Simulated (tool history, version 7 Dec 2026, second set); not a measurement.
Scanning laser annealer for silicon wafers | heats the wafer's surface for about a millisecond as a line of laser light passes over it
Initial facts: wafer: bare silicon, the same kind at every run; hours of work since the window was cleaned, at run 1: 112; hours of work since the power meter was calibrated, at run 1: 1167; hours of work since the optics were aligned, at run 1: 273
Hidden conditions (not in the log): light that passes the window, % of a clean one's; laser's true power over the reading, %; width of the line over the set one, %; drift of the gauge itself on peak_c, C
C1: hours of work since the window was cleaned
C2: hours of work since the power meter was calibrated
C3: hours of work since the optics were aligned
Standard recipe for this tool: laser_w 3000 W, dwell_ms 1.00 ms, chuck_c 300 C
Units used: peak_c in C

{"run": 1, "day": 0.0, "laser_w": 3000, "dwell_ms": 1.0, "chuck_c": 300, "C1": 112, "C2": 1167, "C3": 273, "peak_c": 1086}
{"run": 2, "day": 2.121, "laser_w": 3000, "dwell_ms": 1.0, "chuck_c": 300, "C1": 152, "C2": 1207, "C3": 313, "peak_c": 1080}
{"run": 3, "day": 3.742, "laser_w": 3000, "dwell_ms": 1.0, "chuck_c": 300, "C1": 183, "C2": 1238, "C3": 344, "peak_c": 1077}
{"run": 4, "day": 5.667, "laser_w": 3000, "dwell_ms": 1.0, "chuck_c": 300, "C1": 220, "C2": 1274, "C3": 381, "peak_c": 1074}
{"run": 5, "day": 7.767, "laser_w": 3000, "dwell_ms": 1.0, "chuck_c": 300, "C1": 260, "C2": 1314, "C3": 420, "peak_c": 1073}
{"run": 6, "day": 10.179, "laser_w": 3000, "dwell_ms": 1.0, "chuck_c": 336, "C1": 306, "C2": 1360, "C3": 466, "peak_c": 1105}
{"run": 7, "day": 12.621, "laser_w": 3000, "dwell_ms": 1.0, "chuck_c": 300, "C1": 352, "C2": 1407, "C3": 513, "peak_c": 1071}
{"run": 8, "day": 13.817, "laser_w": 3000, "dwell_ms": 1.0, "chuck_c": 300, "C1": 375, "C2": 1429, "C3": 535, "peak_c": 1067}
{"run": 9, "day": 15.667, "laser_w": 2696, "dwell_ms": 1.0, "chuck_c": 300, "C1": 410, "C2": 1465, "C3": 571, "peak_c": 978}
{"run": 10, "day": 17.492, "laser_w": 2696, "dwell_ms": 1.0, "chuck_c": 300, "C1": 445, "C2": 1499, "C3": 605, "peak_c": 979}
{"run": 11, "day": 19.1, "laser_w": 3000, "dwell_ms": 1.01, "chuck_c": 300, "C1": 475, "C2": 1530, "C3": 636, "peak_c": 1066}
{"run": 12, "day": 21.05, "laser_w": 3000, "dwell_ms": 1.01, "chuck_c": 300, "C1": 512, "C2": 1567, "C3": 673, "peak_c": 1061}
{"day": 21.421, "done": "laser's power meter calibrated"}
{"run": 13, "day": 23.796, "laser_w": 3014, "dwell_ms": 0.76, "chuck_c": 285, "C1": 562, "C2": 45, "C3": 723, "peak_c": 952}
{"day": 25.788, "done": "optics aligned, line set to its width"}
{"run": 14, "day": 26.883, "laser_w": 3014, "dwell_ms": 0.76, "chuck_c": 285, "C1": 617, "C2": 100, "C3": 21, "peak_c": 969}
{"run": 15, "day": 28.267, "laser_w": 3014, "dwell_ms": 0.76, "chuck_c": 285, "C1": 643, "C2": 126, "C3": 47, "peak_c": 970}
{"run": 16, "day": 29.708, "laser_w": 2805, "dwell_ms": 1.23, "chuck_c": 283, "C1": 670, "C2": 154, "C3": 75, "peak_c": 1065}
{"run": 17, "day": 31.746, "laser_w": 3000, "dwell_ms": 1.11, "chuck_c": 300, "C1": 709, "C2": 192, "C3": 113, "peak_c": 1103}
{"run": 18, "day": 34.362, "laser_w": 2830, "dwell_ms": 0.78, "chuck_c": 290, "C1": 759, "C2": 242, "C3": 163, "peak_c": 927}
{"day": 35.104, "done": "laser's power meter calibrated, once more"}
{"day": 35.438, "done": "window over the wafer cleaned"}
{"run": 19, "day": 36.788, "laser_w": 2859, "dwell_ms": 1.04, "chuck_c": 276, "C1": 26, "C2": 30, "C3": 205, "peak_c": 1038}
{"run": 20, "day": 38.554, "laser_w": 2859, "dwell_ms": 1.04, "chuck_c": 276, "C1": 59, "C2": 64, "C3": 239, "peak_c": 1034}
{"run": 21, "day": 39.858, "laser_w": 2853, "dwell_ms": 1.15, "chuck_c": 290, "C1": 84, "C2": 89, "C3": 263, "peak_c": 1085}

Consider 4 possible next runs. They are alternatives, not a sequence: every one starts from the tool as it was left by run 21. What does each give?
{"run": "A", "day": 41.992, "laser_w": 3099, "dwell_ms": 1.15, "chuck_c": 275, "C1": 125, "C2": 129, "C3": 304, "peak_c": "?"}
{"run": "B", "day": 41.992, "laser_w": 2829, "dwell_ms": 1.1, "chuck_c": 296, "C1": 125, "C2": 129, "C3": 304, "peak_c": "?"}
{"run": "C", "day": 41.992, "laser_w": 2774, "dwell_ms": 1.0, "chuck_c": 300, "C1": 125, "C2": 129, "C3": 304, "peak_c": "?"}
{"run": "D", "day": 41.992, "laser_w": 3237, "dwell_ms": 0.89, "chuck_c": 288, "C1": 125, "C2": 129, "C3": 304, "peak_c": "?"}

run=A peak_c=1142
run=B peak_c=1062
run=C peak_c=1019
run=D peak_c=1101
Without the tool's hidden state the same runs would have given:
run=A peak_c=1156
run=B peak_c=1074
run=C peak_c=1030
run=D peak_c=1114
